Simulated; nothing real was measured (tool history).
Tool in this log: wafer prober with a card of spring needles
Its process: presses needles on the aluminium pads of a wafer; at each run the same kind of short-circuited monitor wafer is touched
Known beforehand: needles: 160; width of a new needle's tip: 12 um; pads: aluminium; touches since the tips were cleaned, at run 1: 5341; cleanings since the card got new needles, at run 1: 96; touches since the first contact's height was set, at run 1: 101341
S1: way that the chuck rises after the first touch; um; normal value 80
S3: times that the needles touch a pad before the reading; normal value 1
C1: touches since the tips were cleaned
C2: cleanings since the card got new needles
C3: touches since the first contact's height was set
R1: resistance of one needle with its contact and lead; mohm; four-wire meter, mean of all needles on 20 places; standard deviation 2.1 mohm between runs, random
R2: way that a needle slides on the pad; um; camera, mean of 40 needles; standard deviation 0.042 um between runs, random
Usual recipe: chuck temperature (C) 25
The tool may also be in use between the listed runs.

run 1 day=0.000 | S1=80 chuck_temperature_(C)=25 S3=1 | C1=5341 C2=96 C3=101341 | R1=225 R2=17.25
-- day=0.238 tips cleaned on abrasive film
-- day=1.300 tips cleaned on abrasive film
run 2 day=1.788 | S1=80 chuck_temperature_(C)=25 S3=1 | C1=3565 C2=98 C3=114367 | R1=228 R2=17.24
-- day=2.417 tips cleaned on abrasive film
-- day=3.454 tips cleaned on abrasive film
-- day=4.475 tips cleaned on abrasive film
run 3 day=4.475 | S1=80 chuck_temperature_(C)=25 S3=1 | C1=0 C2=101 C3=133963 | R1=226 R2=17.22
-- day=5.592 tips cleaned on abrasive film
-- day=6.704 tips cleaned on abrasive film
run 4 day=7.162 | S1=80 chuck_temperature_(C)=25 S3=1 | C1=3358 C2=103 C3=153609 | R1=223 R2=17.21
-- day=7.800 tips cleaned on abrasive film
-- day=8.846 tips cleaned on abrasive film
run 5 day=8.929 | S1=80 chuck_temperature_(C)=25 S3=1 | C1=625 C2=105 C3=166482 | R1=228 R2=17.20
-- day=9.517 height of the first contact set anew
-- day=9.838 tips cleaned on abrasive film
run 6 day=10.600 | S1=80 chuck_temperature_(C)=25 S3=1 | C1=5595 C2=106 C3=7906 | R1=228 R2=17.20
-- day=11.008 tips cleaned on abrasive film
-- day=12.004 tips cleaned on abrasive film
-- day=13.088 tips cleaned on abrasive film
run 7 day=13.588 | S1=80 chuck_temperature_(C)=25 S3=1 | C1=3668 C2=109 C3=29699 | R1=228 R2=17.17
-- day=14.217 tips cleaned on abrasive film
-- day=15.238 tips cleaned on abrasive film
-- day=16.412 tips cleaned on abrasive film
run 8 day=16.529 | S1=80 chuck_temperature_(C)=25 S3=1 | C1=878 C2=112 C3=51160 | R1=225 R2=17.19
-- day=17.375 tips cleaned on abrasive film
-- day=18.404 tips cleaned on abrasive film
run 9 day=18.404 | S1=80 chuck_temperature_(C)=25 S3=1 | C1=0 C2=114 C3=64830 | R1=222 R2=17.19
-- day=19.396 tips cleaned on abrasive film
run 10 day=19.704 | S1=67 chuck_temperature_(C)=34 S3=1 | C1=2253 C2=115 C3=74302 | R1=232 R2=14.40
-- day=20.408 tips cleaned on abrasive film
-- day=21.529 tips cleaned on abrasive film
run 11 day=22.183 | S1=89 chuck_temperature_(C)=34 S3=1 | C1=4793 C2=117 C3=92406 | R1=227 R2=19.08
-- day=22.604 tips cleaned on abrasive film
-- day=23.642 tips cleaned on abrasive film
-- day=24.721 tips cleaned on abrasive film
run 12 day=25.004 | S1=80 chuck_temperature_(C)=62 S3=1 | C1=2075 C2=120 C3=112976 | R1=235 R2=17.15
-- day=25.888 tips cleaned on abrasive film
-- day=26.958 tips cleaned on abrasive film
run 13 day=27.529 | S1=80 chuck_temperature_(C)=61 S3=2 | C1=4165 C2=122 C3=131410 | R1=237 R2=17.13
-- day=27.950 tips cleaned on abrasive film
-- day=29.012 tips cleaned on abrasive film
run 14 day=29.217 | S1=64 chuck_temperature_(C)=25 S3=1 | C1=1494 C2=124 C3=143728 | R1=230 R2=13.65
-- day=30.088 tips cleaned on abrasive film
run 15 day=30.554 | S1=64 chuck_temperature_(C)=25 S3=1 | C1=3421 C2=125 C3=153489 | R1=226 R2=13.60
-- day=31.262 tips cleaned on abrasive film
run 16 day=32.112 | S1=96 chuck_temperature_(C)=25 S3=1 | C1=6249 C2=126 C3=164882 | R1=226 R2=20.45
-- day=32.346 tips cleaned on abrasive film
-- day=33.033 height of the first contact set anew
-- day=33.388 tips cleaned on abrasive film
run 17 day=33.662 | S1=81 chuck_temperature_(C)=94 S3=3 | C1=2006 C2=128 C3=4589 | R1=245 R2=17.28

3 ways to go on from here, each from the tool as it stands after run 17. What would each give?
-- day=34.354 tips cleaned on abrasive film
run A day=34.958 | S1=85 chuck_temperature_(C)=114 S3=2 | C1=4434 C2=129 C3=14064 | R1=? R2=?
-- day=34.354 tips cleaned on abrasive film
run B day=34.958 | S1=64 chuck_temperature_(C)=94 S3=3 | C1=4434 C2=129 C3=14064 | R1=? R2=?
-- day=34.354 tips cleaned on abrasive film
run C day=34.958 | S1=81 chuck_temperature_(C)=94 S3=2 | C1=4434 C2=129 C3=14064 | R1=? R2=?

run=A R1=249 R2=18.21
run=B R1=244 R2=13.68
run=C R1=247 R2=17.17
With the hidden condition removed and each run's random variation left untouched, the same runs would have given:
run=A R1=249 R2=18.38
run=B R1=244 R2=13.82
run=C R1=247 R2=17.34

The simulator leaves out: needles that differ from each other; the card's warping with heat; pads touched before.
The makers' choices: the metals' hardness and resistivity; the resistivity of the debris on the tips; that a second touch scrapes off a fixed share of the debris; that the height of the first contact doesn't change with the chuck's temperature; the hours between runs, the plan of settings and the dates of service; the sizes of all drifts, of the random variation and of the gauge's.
